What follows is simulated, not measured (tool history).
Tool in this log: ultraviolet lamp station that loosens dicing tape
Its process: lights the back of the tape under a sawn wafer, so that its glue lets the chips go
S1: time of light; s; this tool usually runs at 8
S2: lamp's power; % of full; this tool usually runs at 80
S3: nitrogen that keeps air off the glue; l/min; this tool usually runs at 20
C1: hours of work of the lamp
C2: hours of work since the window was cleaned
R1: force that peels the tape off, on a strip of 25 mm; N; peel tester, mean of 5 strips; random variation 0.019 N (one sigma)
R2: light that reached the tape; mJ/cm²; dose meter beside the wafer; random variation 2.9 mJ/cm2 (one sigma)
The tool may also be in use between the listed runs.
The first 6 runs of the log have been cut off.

| run | hour | S1 | S2 | S3 | C1 | C2 | R1 | R2 |
|---|---|---|---|---|---|---|---|---|
| 7 | 48.3 | 8 | 78 | 20 | 287 | 143 | 1.212 | 368 |
| 8 | 56.2 | 8 | 78 | 20 | 292 | 148 | 1.169 | 363 |
| 9 | 61.3 | 8 | 86 | 20 | 296 | 152 | 0.940 | 407 |
| 10 | 67.8 | 8 | 74 | 20 | 300 | 157 | 1.313 | 352 |
| 11 | 76.4 | 8 | 74 | 20 | 307 | 163 | 1.357 | 350 |
| 12 | 80.7 | 6 | 80 | 20 | 310 | 166 | 1.999 | 275 |
| 13 | 86.8 | 8 | 80 | 20 | 314 | 170 | 1.156 | 378 |
| 14 | 94.7 | 13 | 80 | 20 | 320 | 176 | 0.319 | 608 |
| 15 | 102.7 | 13 | 80 | 20 | 325 | 181 | 0.325 | 613 |
| 16 | 112.1 | 8 | 80 | 32 | 332 | 188 | 0.860 | 371 |
| 17 | 122.4 | 8 | 80 | 32 | 339 | 196 | 0.868 | 373 |
| 18 | 128.1 | 8 | 80 | 32 | 343 | 200 | 0.893 | 371 |
| 19 | 138.4 | 8 | 80 | 32 | 351 | 207 | 0.887 | 372 |
| 20 | 145.5 | 8 | 74 | 20 | 356 | 212 | 1.381 | 342 |
| 21 | 153.0 | 8 | 80 | 20 | 361 | 217 | 1.199 | 369 |
| 22 | 161.7 | 8 | 66 | 8 | 367 | 224 | 2.840 | 306 |
|  | 163.0 | window cleaned of glue's vapour |
| 23 | 170.4 | 8 | 86 | 35 | 373 | 5 | 0.718 | 387 |
| 24 | 178.1 | 11 | 88 | 20 | 379 | 11 | 0.439 | 552 |

Run 25 comes next. What will it give?
| 25 | 187.0 | 11 | 88 | 10 | 385 | 17 | ? | ? |

Run 25 yielded R1 0.787 N, R2 546 mJ/cm².
The same run, on a tool lacking any hidden state, would have yielded R1 0.576 N, R2 616 mJ/cm².
